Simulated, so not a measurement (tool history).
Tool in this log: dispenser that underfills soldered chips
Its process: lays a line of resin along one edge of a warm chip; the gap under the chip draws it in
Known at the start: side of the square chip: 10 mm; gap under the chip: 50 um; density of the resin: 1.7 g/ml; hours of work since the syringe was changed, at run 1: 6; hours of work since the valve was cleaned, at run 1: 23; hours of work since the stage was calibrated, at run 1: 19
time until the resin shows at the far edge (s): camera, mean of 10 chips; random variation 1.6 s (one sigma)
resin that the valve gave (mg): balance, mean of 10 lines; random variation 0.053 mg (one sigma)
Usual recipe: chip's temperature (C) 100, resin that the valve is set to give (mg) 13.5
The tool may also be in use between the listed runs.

run,hour,chip's temperature (C),resin that the valve is set to give (mg),hours of work since the syringe was changed,hours of work since the valve was cleaned,hours of work since the stage was calibrated,time until the resin shows at the far edge (s),resin that the valve gave (mg)
1,0.0,100,13.5,6,23,19,265.8,13.48
2,3.1,100,13.5,8,25,21,309.1,13.40
# hour 3.7: new syringe of resin
3,6.5,99,13.5,2,27,23,183.3,13.38
4,9.8,99,13.5,4,29,25,222.7,13.32
5,13.4,99,13.5,6,32,27,273.8,13.44
# hour 16.6: new syringe of resin
6,17.4,99,13.5,1,34,30,167.9,13.43
7,22.2,99,13.5,4,37,33,216.5,13.41
8,24.5,99,13.5,5,39,35,250.8,13.29
9,26.7,100,12.5,7,40,36,279.2,12.32
# hour 29.9: new syringe of resin
10,31.1,100,13.5,1,43,39,165.9,13.45
11,35.2,100,13.5,4,46,42,210.8,13.19
12,38.2,100,13.6,6,48,44,251.1,13.36
# hour 42.9: new syringe of resin
13,42.9,100,13.6,0,51,47,156.0,13.42
14,46.5,100,13.6,2,53,49,195.6,13.42
15,50.6,100,13.5,5,56,52,245.2,13.29
16,54.2,100,12.0,7,58,54,299.5,11.84
# hour 55.9: new syringe of resin
17,59.3,100,12.0,2,61,57,191.2,11.76
18,61.9,100,12.0,4,63,59,223.3,11.83
19,64.1,107,12.5,5,65,60,197.3,12.18
20,66.2,107,12.5,7,66,62,222.6,12.27
# hour 68.9: new syringe of resin
21,69.8,104,13.2,1,68,64,144.7,12.96
22,73.8,104,13.2,3,71,67,179.6,13.04
23,77.3,102,13.5,6,73,69,241.5,13.31
24,80.5,102,13.5,8,75,71,286.2,13.11
# hour 82.2: new syringe of resin
25,85.6,102,13.5,2,78,74,176.8,13.19
26,87.5,102,15.6,4,80,75,193.3,15.27
27,91.2,89,12.9,6,82,78,395.8,12.65
# hour 95.2: new syringe of resin
28,95.2,107,13.5,0,85,80,123.0,13.12
29,99.9,92,15.2,3,88,83,275.3,14.74
# hour 101.3: dispensing valve cleaned and set on the balance
30,105.4,99,17.1,6,3,86,265.2,17.13
31,107.7,113,13.6,8,4,88,193.6,13.62
# hour 109.6: new syringe of resin
32,111.1,113,13.6,1,6,90,112.0,13.62
33,115.6,113,13.6,4,9,93,140.4,13.56
34,118.1,112,11.6,6,11,95,179.9,11.62
35,121.9,105,13.5,8,13,97,269.6,13.43

Had the tool no unlogged condition, and each run kept its random variation, what would the results have been?
Hidden conditions of the tool in this case: resin's viscosity, % of fresh resin's; dose that the valve gives, % of what is set; true chip temperature over the reading, C; drift of the gauge itself on fill_s, %; drift of the gauge itself on given_mg, %.
run,time until the resin shows at the far edge (s),resin that the valve gave (mg)
1,154.1,13.56
2,149.6,13.49
3,156.5,13.47
4,156.8,13.43
5,156.6,13.56
6,159.9,13.56
7,156.4,13.55
8,158.4,13.43
9,155.2,12.46
10,152.8,13.62
11,152.6,13.37
12,152.3,13.55
13,153.8,13.63
14,156.8,13.63
15,154.4,13.52
16,152.9,12.05
17,155.9,11.98
18,156.9,12.06
19,121.8,12.42
20,121.7,12.52
21,133.7,13.24
22,131.4,13.33
23,143.9,13.61
24,141.8,13.41
25,143.4,13.51
26,140.1,15.65
27,231.4,12.97
28,120.3,13.47
29,205.7,15.15
30,152.9,17.12
31,97.8,13.61
32,99.9,13.62
33,96.3,13.58
34,106.2,11.64
35,128.2,13.47
